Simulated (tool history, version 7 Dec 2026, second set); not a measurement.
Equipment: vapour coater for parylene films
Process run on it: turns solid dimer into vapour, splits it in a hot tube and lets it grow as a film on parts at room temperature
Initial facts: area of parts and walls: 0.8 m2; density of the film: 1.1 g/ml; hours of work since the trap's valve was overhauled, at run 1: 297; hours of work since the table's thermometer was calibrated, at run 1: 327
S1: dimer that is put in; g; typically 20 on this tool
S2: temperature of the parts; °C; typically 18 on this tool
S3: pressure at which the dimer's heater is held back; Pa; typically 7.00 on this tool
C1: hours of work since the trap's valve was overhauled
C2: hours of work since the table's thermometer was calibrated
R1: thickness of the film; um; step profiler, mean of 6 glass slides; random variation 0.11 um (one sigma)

run 1 hour=0.0 | S1=20 S2=18 S3=7.00 | C1=297 C2=327 | R1=12.34
run 2 hour=10.4 | S1=20 S2=18 S3=11.04 | C1=304 C2=334 | R1=11.65
run 3 hour=27.1 | S1=20 S2=18 S3=7.00 | C1=315 C2=345 | R1=12.22
run 4 hour=37.4 | S1=20 S2=18 S3=7.00 | C1=322 C2=352 | R1=12.24
run 5 hour=47.0 | S1=20 S2=18 S3=7.00 | C1=329 C2=358 | R1=12.39
run 6 hour=63.6 | S1=30 S2=18 S3=7.00 | C1=340 C2=369 | R1=18.38
run 7 hour=79.1 | S1=20 S2=18 S3=3.32 | C1=350 C2=380 | R1=13.67
run 8 hour=91.4 | S1=20 S2=18 S3=7.00 | C1=358 C2=388 | R1=12.17
run 9 hour=99.1 | S1=20 S2=18 S3=7.00 | C1=363 C2=393 | R1=12.23
run 10 hour=113.7 | S1=33 S2=12 S3=10.87 | C1=373 C2=403 | R1=25.41

Estimate the outcome of run 11 from the log above:
-- hour=118.6 trap's valve overhauled
run 11 hour=132.4 | S1=33 S2=12 S3=10.87 | C1=9 C2=413 | R1=?

For run 11 the tool returned R1 24.67 um.
Were there no unlogged condition in the tool, this run, its random variation unchanged, would have produced R1 27.40 um.
